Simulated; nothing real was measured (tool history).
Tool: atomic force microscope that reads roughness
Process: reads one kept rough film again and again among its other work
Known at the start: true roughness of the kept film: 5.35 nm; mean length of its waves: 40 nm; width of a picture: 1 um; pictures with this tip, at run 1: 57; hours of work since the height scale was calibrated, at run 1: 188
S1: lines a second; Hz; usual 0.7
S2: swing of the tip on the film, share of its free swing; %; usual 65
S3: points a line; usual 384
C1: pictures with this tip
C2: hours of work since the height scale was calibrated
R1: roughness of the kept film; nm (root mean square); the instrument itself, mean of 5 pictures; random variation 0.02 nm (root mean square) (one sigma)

run 1 day=0 | S1=0.7 S2=65 S3=384 | C1=57 C2=188 | R1=4.745
run 2 day=0.583 | S1=0.7 S2=65 S3=366 | C1=75 C2=194 | R1=4.737
run 3 day=1.508 | S1=0.7 S2=65 S3=366 | C1=102 C2=204 | R1=4.758
-- day=2.096 new tip fitted
run 4 day=2.621 | S1=0.7 S2=65 S3=384 | C1=16 C2=216 | R1=4.76
run 5 day=3.392 | S1=0.7 S2=65 S3=384 | C1=38 C2=225 | R1=4.812
run 6 day=3.946 | S1=0.7 S2=65 S3=384 | C1=55 C2=231 | R1=4.729
run 7 day=4.808 | S1=0.7 S2=65 S3=730 | C1=81 C2=241 | R1=4.774
run 8 day=5.65 | S1=3.203 S2=65 S3=730 | C1=106 C2=250 | R1=4.463
-- day=6.138 new tip fitted
run 9 day=6.508 | S1=3.203 S2=65 S3=730 | C1=12 C2=259 | R1=4.483
run 10 day=7.658 | S1=3.203 S2=65 S3=730 | C1=46 C2=272 | R1=4.482
run 11 day=8.212 | S1=3.203 S2=65 S3=730 | C1=62 C2=278 | R1=4.474
run 12 day=9.008 | S1=0.7 S2=65 S3=384 | C1=86 C2=287 | R1=4.749
run 13 day=9.958 | S1=0.7 S2=65 S3=384 | C1=114 C2=298 | R1=4.757
-- day=10.158 new tip fitted
run 14 day=10.758 | S1=0.7 S2=65 S3=384 | C1=18 C2=306 | R1=4.792
run 15 day=11.867 | S1=0.7 S2=65 S3=384 | C1=51 C2=319 | R1=4.789
run 16 day=12.621 | S1=0.7 S2=76 S3=384 | C1=74 C2=327 | R1=4.705
run 17 day=13.496 | S1=0.7 S2=76 S3=384 | C1=100 C2=337 | R1=4.652
-- day=14.162 new tip fitted
run 18 day=14.717 | S1=1.118 S2=65 S3=384 | C1=16 C2=350 | R1=4.733
run 19 day=15.762 | S1=1.118 S2=65 S3=384 | C1=48 C2=362 | R1=4.725
run 20 day=16.7 | S1=0.7 S2=65 S3=384 | C1=75 C2=372 | R1=4.781
run 21 day=17.55 | S1=0.7 S2=65 S3=384 | C1=101 C2=381 | R1=4.791
-- day=18.217 new tip fitted
run 22 day=18.604 | S1=0.7 S2=65 S3=384 | C1=11 C2=393 | R1=4.773
run 23 day=19.262 | S1=0.7 S2=66 S3=384 | C1=31 C2=400 | R1=4.772
run 24 day=20.154 | S1=1.103 S2=66 S3=384 | C1=58 C2=410 | R1=4.7
run 25 day=21.171 | S1=1.579 S2=74 S3=766 | C1=88 C2=421 | R1=4.541
run 26 day=21.946 | S1=1.203 S2=65 S3=384 | C1=111 C2=430 | R1=4.679
-- day=22.229 new tip fitted
run 27 day=22.608 | S1=1.203 S2=65 S3=384 | C1=11 C2=437 | R1=4.706
run 28 day=23.292 | S1=0.904 S2=65 S3=384 | C1=31 C2=445 | R1=4.692
run 29 day=24.471 | S1=0.7 S2=65 S3=880 | C1=66 C2=458 | R1=4.782
run 30 day=24.988 | S1=0.956 S2=71 S3=880 | C1=82 C2=463 | R1=4.718
run 31 day=25.558 | S1=1.165 S2=78 S3=606 | C1=99 C2=470 | R1=4.523
-- day=26.312 new tip fitted
run 32 day=26.708 | S1=1.165 S2=78 S3=606 | C1=12 C2=482 | R1=4.579
run 33 day=27.629 | S1=1.165 S2=78 S3=606 | C1=40 C2=493 | R1=4.534
run 34 day=28.521 | S1=2.619 S2=67 S3=425 | C1=66 C2=502 | R1=4.445
run 35 day=29.562 | S1=1 S2=67 S3=379 | C1=97 C2=514 | R1=4.697
-- day=30.329 new tip fitted
run 36 day=30.329 | S1=1 S2=67 S3=379 | C1=0 C2=522 | R1=4.711
run 37 day=31.362 | S1=1 S2=67 S3=379 | C1=31 C2=534 | R1=4.723
run 38 day=31.9 | S1=1 S2=67 S3=379 | C1=47 C2=540 | R1=4.707
run 39 day=32.967 | S1=0.879 S2=80 S3=982 | C1=79 C2=552 | R1=4.609
run 40 day=34.133 | S1=0.7 S2=61 S3=384 | C1=113 C2=565 | R1=4.763
-- day=34.421 new tip fitted
run 41 day=34.875 | S1=2.11 S2=90 S3=471 | C1=14 C2=573 | R1=3.979
run 42 day=35.471 | S1=2.11 S2=90 S3=471 | C1=32 C2=579 | R1=3.978
run 43 day=36.454 | S1=3.698 S2=85 S3=471 | C1=61 C2=590 | R1=3.684
run 44 day=37.408 | S1=0.661 S2=85 S3=747 | C1=89 C2=601 | R1=4.638
run 45 day=38.2 | S1=0.663 S2=70 S3=966 | C1=113 C2=609 | R1=4.743
-- day=38.504 new tip fitted
run 46 day=39.442 | S1=3.798 S2=67 S3=332 | C1=28 C2=623 | R1=4.303
run 47 day=40.642 | S1=1.898 S2=78 S3=333 | C1=64 C2=636 | R1=4.34
run 48 day=41.75 | S1=1.898 S2=78 S3=333 | C1=97 C2=649 | R1=4.342

Forecast each of these 5 alternatives for the next run:
-- day=42.508 new tip fitted
run A day=42.95 | S1=2.681 S2=78 S3=342 | C1=13 C2=662 | R1=?
-- day=42.508 new tip fitted
run B day=42.95 | S1=1.34 S2=75 S3=474 | C1=13 C2=662 | R1=?
-- day=42.508 new tip fitted
run C day=42.95 | S1=2.76 S2=69 S3=384 | C1=13 C2=662 | R1=?
-- day=42.508 new tip fitted
run D day=42.95 | S1=1.342 S2=65 S3=384 | C1=13 C2=662 | R1=?
-- day=42.508 new tip fitted
run E day=42.95 | S1=0.7 S2=79 S3=379 | C1=13 C2=662 | R1=?

run=A R1=4.201
run=B R1=4.547
run=C R1=4.415
run=D R1=4.719
run=E R1=4.688
Without the tool's hidden state the same runs would have given:
run=A R1=4.203
run=B R1=4.549
run=C R1=4.417
run=D R1=4.721
run=E R1=4.689

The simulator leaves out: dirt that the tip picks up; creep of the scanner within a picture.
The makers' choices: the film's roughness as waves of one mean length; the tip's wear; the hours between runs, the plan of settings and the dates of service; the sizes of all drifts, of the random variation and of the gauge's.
